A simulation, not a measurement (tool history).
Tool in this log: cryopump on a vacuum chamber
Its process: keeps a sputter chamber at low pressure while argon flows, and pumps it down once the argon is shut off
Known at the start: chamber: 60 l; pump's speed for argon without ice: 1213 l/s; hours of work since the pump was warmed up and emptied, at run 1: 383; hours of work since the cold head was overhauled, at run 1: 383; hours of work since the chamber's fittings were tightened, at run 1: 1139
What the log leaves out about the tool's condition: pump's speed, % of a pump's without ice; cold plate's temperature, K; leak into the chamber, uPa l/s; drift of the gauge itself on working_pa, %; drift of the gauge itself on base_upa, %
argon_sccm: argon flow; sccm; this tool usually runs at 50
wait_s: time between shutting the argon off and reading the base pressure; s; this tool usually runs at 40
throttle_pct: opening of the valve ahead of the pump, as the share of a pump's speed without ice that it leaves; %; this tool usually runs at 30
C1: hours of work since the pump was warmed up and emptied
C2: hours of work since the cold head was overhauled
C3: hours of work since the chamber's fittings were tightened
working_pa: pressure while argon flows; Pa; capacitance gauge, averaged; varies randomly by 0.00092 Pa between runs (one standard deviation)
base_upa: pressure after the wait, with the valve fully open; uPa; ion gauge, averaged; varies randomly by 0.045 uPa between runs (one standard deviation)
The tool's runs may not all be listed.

{"run": 1, "hour": 0.0, "argon_sccm": 50, "wait_s": 40, "throttle_pct": 30, "C1": 383, "C2": 383, "C3": 1139, "working_pa": 0.2407, "base_upa": 4.04}
{"run": 2, "hour": 21.8, "argon_sccm": 50, "wait_s": 40, "throttle_pct": 30, "C1": 398, "C2": 398, "C3": 1154, "working_pa": 0.2415, "base_upa": 4.02}
{"run": 3, "hour": 49.6, "argon_sccm": 50, "wait_s": 40, "throttle_pct": 30, "C1": 416, "C2": 416, "C3": 1172, "working_pa": 0.2415, "base_upa": 4.03}
{"run": 4, "hour": 75.6, "argon_sccm": 50, "wait_s": 40, "throttle_pct": 30, "C1": 433, "C2": 433, "C3": 1189, "working_pa": 0.2414, "base_upa": 4.16}
{"run": 5, "hour": 109.9, "argon_sccm": 50, "wait_s": 47, "throttle_pct": 30, "C1": 455, "C2": 455, "C3": 1211, "working_pa": 0.2428, "base_upa": 3.78}
{"run": 6, "hour": 146.7, "argon_sccm": 50, "wait_s": 47, "throttle_pct": 30, "C1": 479, "C2": 479, "C3": 1235, "working_pa": 0.2427, "base_upa": 3.74}
{"run": 7, "hour": 171.9, "argon_sccm": 50, "wait_s": 47, "throttle_pct": 30, "C1": 495, "C2": 495, "C3": 1251, "working_pa": 0.243, "base_upa": 3.86}
{"run": 8, "hour": 198.2, "argon_sccm": 50, "wait_s": 40, "throttle_pct": 30, "C1": 512, "C2": 512, "C3": 1268, "working_pa": 0.2438, "base_upa": 4.22}
{"run": 9, "hour": 230.8, "argon_sccm": 50, "wait_s": 163, "throttle_pct": 30, "C1": 534, "C2": 534, "C3": 1289, "working_pa": 0.244, "base_upa": 2.38}
{"run": 10, "hour": 267.4, "argon_sccm": 50, "wait_s": 163, "throttle_pct": 30, "C1": 557, "C2": 557, "C3": 1313, "working_pa": 0.2435, "base_upa": 2.49}
{"run": 11, "hour": 284.1, "argon_sccm": 50, "wait_s": 163, "throttle_pct": 30, "C1": 568, "C2": 568, "C3": 1324, "working_pa": 0.2446, "base_upa": 2.51}
{"run": 12, "hour": 307.5, "argon_sccm": 50, "wait_s": 163, "throttle_pct": 30, "C1": 583, "C2": 583, "C3": 1339, "working_pa": 0.2459, "base_upa": 2.58}
{"run": 13, "hour": 336.5, "argon_sccm": 50, "wait_s": 163, "throttle_pct": 30, "C1": 602, "C2": 602, "C3": 1358, "working_pa": 0.2457, "base_upa": 2.55}
{"run": 14, "hour": 356.7, "argon_sccm": 50, "wait_s": 163, "throttle_pct": 30, "C1": 615, "C2": 615, "C3": 1371, "working_pa": 0.2459, "base_upa": 2.63}
{"run": 15, "hour": 375.0, "argon_sccm": 37, "wait_s": 293, "throttle_pct": 22, "C1": 627, "C2": 627, "C3": 1383, "working_pa": 0.2453, "base_upa": 2.37}
{"run": 16, "hour": 403.3, "argon_sccm": 37, "wait_s": 293, "throttle_pct": 22, "C1": 646, "C2": 646, "C3": 1402, "working_pa": 0.2449, "base_upa": 2.35}
{"hour": 410.3, "done": "pump warmed up, emptied and cooled again"}
{"run": 17, "hour": 425.0, "argon_sccm": 84, "wait_s": 29, "throttle_pct": 22, "C1": 10, "C2": 657, "C3": 1412, "working_pa": 0.5331, "base_upa": 5.1}
{"run": 18, "hour": 457.7, "argon_sccm": 36, "wait_s": 40, "throttle_pct": 24, "C1": 31, "C2": 678, "C3": 1434, "working_pa": 0.2098, "base_upa": 4.17}
{"run": 19, "hour": 485.3, "argon_sccm": 24, "wait_s": 22, "throttle_pct": 18, "C1": 49, "C2": 696, "C3": 1452, "working_pa": 0.1876, "base_upa": 6.3}
{"run": 20, "hour": 504.6, "argon_sccm": 24, "wait_s": 22, "throttle_pct": 18, "C1": 61, "C2": 708, "C3": 1464, "working_pa": 0.1858, "base_upa": 6.24}
{"run": 21, "hour": 534.1, "argon_sccm": 32, "wait_s": 84, "throttle_pct": 40, "C1": 80, "C2": 728, "C3": 1483, "working_pa": 0.1125, "base_upa": 2.98}
{"run": 22, "hour": 563.6, "argon_sccm": 23, "wait_s": 184, "throttle_pct": 30, "C1": 100, "C2": 747, "C3": 1503, "working_pa": 0.1081, "base_upa": 2.45}

4 ways to go on from here, each from the tool as it stands after run 22. What would each give?
{"run": "A", "hour": 598.8, "argon_sccm": 36, "wait_s": 224, "throttle_pct": 20, "C1": 123, "C2": 770, "C3": 1525, "working_pa": "?", "base_upa": "?"}
{"run": "B", "hour": 598.8, "argon_sccm": 22, "wait_s": 102, "throttle_pct": 42, "C1": 123, "C2": 770, "C3": 1525, "working_pa": "?", "base_upa": "?"}
{"run": "C", "hour": 598.8, "argon_sccm": 58, "wait_s": 40, "throttle_pct": 19, "C1": 123, "C2": 770, "C3": 1525, "working_pa": "?", "base_upa": "?"}
{"run": "D", "hour": 598.8, "argon_sccm": 23, "wait_s": 184, "throttle_pct": 54, "C1": 123, "C2": 770, "C3": 1525, "working_pa": "?", "base_upa": "?"}

run=A working_pa=0.2525 base_upa=2.32
run=B working_pa=0.0747 base_upa=2.87
run=C working_pa=0.4275 base_upa=4.33
run=D working_pa=0.0620 base_upa=2.38
Stripped of hidden state, with their random variation kept, the same runs would have yielded:
run=A working_pa=0.2503 base_upa=0.66
run=B working_pa=0.0733 base_upa=1.20
run=C working_pa=0.4239 base_upa=2.67
run=D working_pa=0.0606 base_upa=0.75
